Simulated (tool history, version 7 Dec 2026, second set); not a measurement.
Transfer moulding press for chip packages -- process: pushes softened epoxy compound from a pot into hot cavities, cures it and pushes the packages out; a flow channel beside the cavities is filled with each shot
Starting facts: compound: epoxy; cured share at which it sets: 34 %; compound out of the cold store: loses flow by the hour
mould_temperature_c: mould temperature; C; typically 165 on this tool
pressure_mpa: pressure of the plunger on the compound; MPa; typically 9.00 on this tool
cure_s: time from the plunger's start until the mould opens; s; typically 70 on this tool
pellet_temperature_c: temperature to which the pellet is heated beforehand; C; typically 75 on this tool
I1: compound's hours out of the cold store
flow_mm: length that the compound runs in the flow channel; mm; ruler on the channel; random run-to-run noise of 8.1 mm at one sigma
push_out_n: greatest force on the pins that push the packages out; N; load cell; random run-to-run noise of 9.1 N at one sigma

run 1 day=0.000 | mould_temperature_c=165 pressure_mpa=9.00 cure_s=70 pellet_temperature_c=75 | I1=16.1 | flow_mm=1000 push_out_n=699
-- day=0.746 cavities cleaned with cleaning compound and waxed
run 2 day=0.783 | mould_temperature_c=165 pressure_mpa=9.00 cure_s=70 pellet_temperature_c=75 | I1=31.4 | flow_mm=925 push_out_n=903
run 3 day=1.629 | mould_temperature_c=164 pressure_mpa=9.00 cure_s=70 pellet_temperature_c=75 | I1=47.8 | flow_mm=843 push_out_n=963
-- day=2.317 cavities cleaned with cleaning compound and waxed
run 4 day=2.517 | mould_temperature_c=165 pressure_mpa=9.00 cure_s=70 pellet_temperature_c=75 | I1=21.4 | flow_mm=952 push_out_n=544
run 5 day=3.250 | mould_temperature_c=165 pressure_mpa=9.00 cure_s=70 pellet_temperature_c=75 | I1=35.8 | flow_mm=883 push_out_n=678
-- day=3.900 cavities cleaned with cleaning compound and waxed
run 6 day=4.308 | mould_temperature_c=165 pressure_mpa=9.00 cure_s=70 pellet_temperature_c=75 | I1=36.5 | flow_mm=877 push_out_n=554
-- day=4.783 cavities cleaned with cleaning compound and waxed, once more
-- day=4.942 plunger's sealing rings changed
run 7 day=5.462 | mould_temperature_c=165 pressure_mpa=9.00 cure_s=70 pellet_temperature_c=75 | I1=11.1 | flow_mm=1045 push_out_n=639
-- day=6.488 cavities cleaned with cleaning compound and waxed
run 8 day=6.567 | mould_temperature_c=165 pressure_mpa=10.97 cure_s=70 pellet_temperature_c=75 | I1=19.5 | flow_mm=1092 push_out_n=505
run 9 day=7.629 | mould_temperature_c=165 pressure_mpa=10.97 cure_s=70 pellet_temperature_c=75 | I1=34.4 | flow_mm=1015 push_out_n=672
-- day=8.062 cavities cleaned with cleaning compound and waxed
run 10 day=8.550 | mould_temperature_c=165 pressure_mpa=10.97 cure_s=70 pellet_temperature_c=75 | I1=16.3 | flow_mm=1097 push_out_n=637
run 11 day=9.017 | mould_temperature_c=165 pressure_mpa=10.97 cure_s=70 pellet_temperature_c=75 | I1=11.6 | flow_mm=1121 push_out_n=743
-- day=9.650 cavities cleaned with cleaning compound and waxed
run 12 day=9.679 | mould_temperature_c=165 pressure_mpa=10.39 cure_s=70 pellet_temperature_c=75 | I1=23.8 | flow_mm=1022 push_out_n=484
run 13 day=10.388 | mould_temperature_c=165 pressure_mpa=10.39 cure_s=70 pellet_temperature_c=75 | I1=11.5 | flow_mm=1075 push_out_n=700
-- day=11.238 cavities cleaned with cleaning compound and waxed
run 14 day=11.492 | mould_temperature_c=165 pressure_mpa=10.39 cure_s=70 pellet_temperature_c=75 | I1=34.7 | flow_mm=977 push_out_n=525
run 15 day=12.138 | mould_temperature_c=165 pressure_mpa=10.39 cure_s=70 pellet_temperature_c=75 | I1=43.2 | flow_mm=924 push_out_n=638
run 16 day=12.650 | mould_temperature_c=165 pressure_mpa=10.39 cure_s=70 pellet_temperature_c=75 | I1=25.8 | flow_mm=988 push_out_n=759
-- day=12.808 cavities cleaned with cleaning compound and waxed
run 17 day=13.288 | mould_temperature_c=162 pressure_mpa=10.39 cure_s=70 pellet_temperature_c=68 | I1=45.2 | flow_mm=907 push_out_n=695
-- day=14.162 plunger's sealing rings changed
run 18 day=14.396 | mould_temperature_c=167 pressure_mpa=9.23 cure_s=70 pellet_temperature_c=73 | I1=27.3 | flow_mm=982 push_out_n=728
-- day=14.517 cavities cleaned with cleaning compound and waxed
run 19 day=14.917 | mould_temperature_c=165 pressure_mpa=9.00 cure_s=57 pellet_temperature_c=75 | I1=24.8 | flow_mm=981 push_out_n=982
-- day=15.767 mould's thermocouples calibrated
run 20 day=15.862 | mould_temperature_c=165 pressure_mpa=9.00 cure_s=56 pellet_temperature_c=75 | I1=47.8 | flow_mm=871 push_out_n=1083
-- day=16.162 cavities cleaned with cleaning compound and waxed
run 21 day=16.488 | mould_temperature_c=165 pressure_mpa=9.00 cure_s=56 pellet_temperature_c=75 | I1=11.3 | flow_mm=1031 push_out_n=983
run 22 day=17.379 | mould_temperature_c=165 pressure_mpa=9.00 cure_s=56 pellet_temperature_c=75 | I1=31.9 | flow_mm=922 push_out_n=1196

For some of the steps in flow_mm from one run to the next: how much would appear even if the tool had no hidden state, given the settings, what came in and random variation, and how much remains for the hidden state plus any gauge scatter that the measured result and the result without hidden state don't share?
Unlogged tool condition in this case: true mould temperature over the reading, C; pressure that reaches the compound, % of what is set; grip of the stained cavities, % over clean ones'; drift of the gauge itself on flow_mm, %; drift of the gauge itself on push_out_n, %.
Run 6 -> 7: cavities cleaned with cleaning compound and waxed, once more, plunger's sealing rings changed. flow_mm +168 mm: hidden state +51, all else +117.
Run 17 -> 18: mould_temperature_c 162 -> 167, pressure_mpa 10.39 -> 9.23, pellet_temperature_c 68 -> 73, plunger's sealing rings changed. flow_mm +75 mm: hidden state +56, all else +19.
Run 20 -> 21: cavities cleaned with cleaning compound and waxed. flow_mm +160 mm: hidden state -5, all else +165.
